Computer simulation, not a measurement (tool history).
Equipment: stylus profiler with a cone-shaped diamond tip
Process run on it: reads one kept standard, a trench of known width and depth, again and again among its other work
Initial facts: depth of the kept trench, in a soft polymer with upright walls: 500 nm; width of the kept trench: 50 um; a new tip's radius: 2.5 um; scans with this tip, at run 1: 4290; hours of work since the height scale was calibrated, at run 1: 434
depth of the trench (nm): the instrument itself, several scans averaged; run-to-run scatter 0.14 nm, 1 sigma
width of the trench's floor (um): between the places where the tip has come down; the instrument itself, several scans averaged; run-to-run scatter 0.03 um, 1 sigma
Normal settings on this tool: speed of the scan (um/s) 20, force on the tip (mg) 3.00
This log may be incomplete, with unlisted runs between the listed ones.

| run | hour | speed of the scan (um/s) | force on the tip (mg) | scans with this tip | hours of work since the height scale was calibrated | depth of the trench (nm) | width of the trench's floor (um) |
|---|---|---|---|---|---|---|---|
| 1 | 0.0 | 20 | 3.00 | 4290 | 434 | 506.41 | 45.98 |
| 2 | 53.8 | 20 | 3.00 | 4698 | 475 | 506.67 | 45.87 |
| 3 | 98.8 | 20 | 3.00 | 5039 | 510 | 506.38 | 45.84 |
| 4 | 148.2 | 17 | 3.00 | 5413 | 547 | 506.53 | 45.76 |
| 5 | 214.7 | 20 | 1.23 | 5917 | 598 | 504.28 | 45.61 |
| 6 | 260.2 | 15 | 3.00 | 6261 | 633 | 506.41 | 45.64 |
| 7 | 347.8 | 8 | 3.00 | 6925 | 700 | 506.55 | 45.56 |
| 8 | 397.6 | 20 | 3.00 | 7302 | 738 | 507.04 | 45.44 |
| 9 | 504.8 | 20 | 3.00 | 8114 | 821 | 507.01 | 45.30 |
| 10 | 599.4 | 54 | 3.00 | 8832 | 893 | 507.33 | 45.00 |
| 11 | 687.7 | 54 | 3.00 | 9500 | 961 | 507.49 | 44.91 |
|  | 695.0 | new tip fitted, height scale calibrated |
| 12 | 748.4 | 54 | 3.00 | 404 | 41 | 505.63 | 46.66 |
| 13 | 839.6 | 54 | 3.00 | 1095 | 111 | 505.56 | 46.49 |
| 14 | 945.5 | 20 | 3.00 | 1898 | 192 | 505.90 | 46.56 |
| 15 | 1039.2 | 18 | 3.00 | 2608 | 264 | 506.14 | 46.34 |
| 16 | 1140.9 | 20 | 3.00 | 3378 | 342 | 506.27 | 46.17 |
| 17 | 1207.0 | 20 | 2.47 | 3879 | 392 | 505.80 | 46.09 |
| 18 | 1315.7 | 17 | 3.00 | 4703 | 476 | 506.50 | 45.96 |
| 19 | 1411.6 | 20 | 3.00 | 5429 | 549 | 506.90 | 45.83 |
| 20 | 1504.4 | 20 | 3.00 | 6132 | 620 | 506.70 | 45.68 |
| 21 | 1599.1 | 20 | 3.00 | 6850 | 693 | 506.97 | 45.54 |
| 22 | 1695.4 | 20 | 3.00 | 7580 | 767 | 507.54 | 45.45 |
| 23 | 1776.8 | 13 | 3.00 | 8196 | 829 | 507.22 | 45.36 |
| 24 | 1831.8 | 50 | 8.50 | 8613 | 871 | 512.90 | 45.23 |
| 25 | 1896.2 | 72 | 2.96 | 9101 | 920 | 507.45 | 44.88 |
|  | 1956.8 | new tip fitted, height scale calibrated |
| 26 | 1983.0 | 11 | 1.62 | 199 | 20 | 503.68 | 46.91 |
| 27 | 2078.1 | 11 | 1.62 | 920 | 93 | 503.92 | 46.75 |
| 28 | 2166.3 | 11 | 1.62 | 1588 | 161 | 504.17 | 46.59 |

Forecast run 29:
| 29 | 2264.0 | 28 | 2.13 | 2328 | 235 | ? | ? |

depth of the trench (nm): 505.05
width of the trench's floor (um): 46.28
With no hidden state in the tool, this same run would have given depth of the trench (nm) 504.42, width of the trench's floor (um) 46.75.

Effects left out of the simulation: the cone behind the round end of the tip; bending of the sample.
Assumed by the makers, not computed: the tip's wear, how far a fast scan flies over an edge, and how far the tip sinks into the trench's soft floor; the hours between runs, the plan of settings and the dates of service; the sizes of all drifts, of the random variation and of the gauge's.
